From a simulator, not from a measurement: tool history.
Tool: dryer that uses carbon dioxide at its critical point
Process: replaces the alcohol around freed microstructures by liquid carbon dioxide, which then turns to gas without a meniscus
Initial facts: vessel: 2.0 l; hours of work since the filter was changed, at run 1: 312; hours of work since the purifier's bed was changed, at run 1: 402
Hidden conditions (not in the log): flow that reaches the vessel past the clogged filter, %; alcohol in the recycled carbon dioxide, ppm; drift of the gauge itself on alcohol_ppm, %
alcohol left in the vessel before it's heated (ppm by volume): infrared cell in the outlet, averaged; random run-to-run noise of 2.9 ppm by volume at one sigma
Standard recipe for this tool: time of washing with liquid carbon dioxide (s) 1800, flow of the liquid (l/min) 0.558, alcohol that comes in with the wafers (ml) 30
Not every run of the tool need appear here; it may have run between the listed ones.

run	hour	time of washing with liquid carbon dioxide (s)	flow of the liquid (l/min)	alcohol that comes in with the wafers (ml)	hours of work since the filter was changed	hours of work since the purifier's bed was changed	alcohol left in the vessel before it's heated (ppm by volume)
1	0	1800	0.558	30	312	402	42
2	30.7	1800	0.558	30	323	413	38
3	65.4	1800	0.558	30	335	425	44
4	91.9	1800	0.558	30	345	435	44
# hour 101.4: inlet filter changed
5	132.7	1800	0.558	30	11	449	32
6	179	1800	0.558	30	27	465	36
7	223.4	1800	0.558	30	43	481	40
8	250.8	1800	0.893	30	53	491	33
9	282.4	1800	0.893	30	64	502	34

Predict the results of run 10:
10	311	1800	0.893	30	74	512	?

Run 10 yielded alcohol left in the vessel before it's heated (ppm by volume) 32.
On a tool with no hidden condition, and with the same random variation, this run would have come out at alcohol left in the vessel before it's heated (ppm by volume) 2.

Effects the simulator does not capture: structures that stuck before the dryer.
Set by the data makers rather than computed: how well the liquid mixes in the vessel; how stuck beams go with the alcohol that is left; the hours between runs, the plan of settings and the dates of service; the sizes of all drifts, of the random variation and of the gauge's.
